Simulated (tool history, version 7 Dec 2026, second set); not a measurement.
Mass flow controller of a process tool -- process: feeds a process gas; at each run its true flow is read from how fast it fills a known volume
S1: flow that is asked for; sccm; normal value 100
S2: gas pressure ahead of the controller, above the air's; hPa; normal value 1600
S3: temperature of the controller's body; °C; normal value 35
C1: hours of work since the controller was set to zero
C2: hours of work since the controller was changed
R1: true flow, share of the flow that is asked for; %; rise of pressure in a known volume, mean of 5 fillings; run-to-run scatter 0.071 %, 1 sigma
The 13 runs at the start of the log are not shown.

run    hour   S1    S2  S3    C1    C2      R1
 14  3428.0  100  1600  35  4315  4315  101.56
 15  3804.2  100  1600  35  4503  4503  101.74
 16  4188.5  100  1600  35  4695  4695  101.88
 17  4356.9  100  1600  35  4779  4779  101.92
 18  4648.3  100  1600  35  4925  4925  101.88
 19  5003.3  100  1600  34  5103  5103  102.17
 20  5192.5   30  1430  21  5197  5197  103.55
 21  5476.3  115  1600  35  5339  5339  102.07
 22  5754.5  115  1600  35  5478  5478  102.08
 23  6048.4  115  1600  35  5625  5625  102.19
 24  6318.1  115  1600  35  5760  5760  102.22
 25  6677.3  126  1600  28  5940  5940  102.60
 26  6963.9  126  1600  28  6083  6083  102.58
 27  7126.6   36  1600  21  6164  6164  103.91
 28  7329.0  170  1520  25  6265  6265  102.82
 29  7643.5  170  1520  25  6423  6423  102.89
     7735.5  -- controller's zero set anew
 30  7834.2  100  2570  35    49  6518  101.40
 31  8191.0   70  1640  23   228  6696  102.52
 32  8380.3   70  1940  27   322  6791  102.02
 33  8733.9   23  1650  35   499  6967  102.24
 34  8991.9  100  1740  28   628  7096  102.50
 35  9236.4   97  1410  35   750  7219  102.41

Below are 5 alternative next runs, each starting from the tool's condition after run 35. Predict each:
  A  9479.1  100  1600  32  872  7340   ?
  B  9479.1   97  1480  35  872  7340   ?
  C  9479.1   27  1410  35  872  7340   ?
  D  9479.1   34  1600  22  872  7340   ?
  E  9479.1   28  1600  23  872  7340   ?

run      R1
  A  102.41
  B  102.47
  C  102.63
  D  102.86
  E  102.93
Without the tool's unlogged condition, the same runs would have read:
run     R1
  A  99.66
  B  99.71
  C  99.64
  D  99.94
  E  99.95
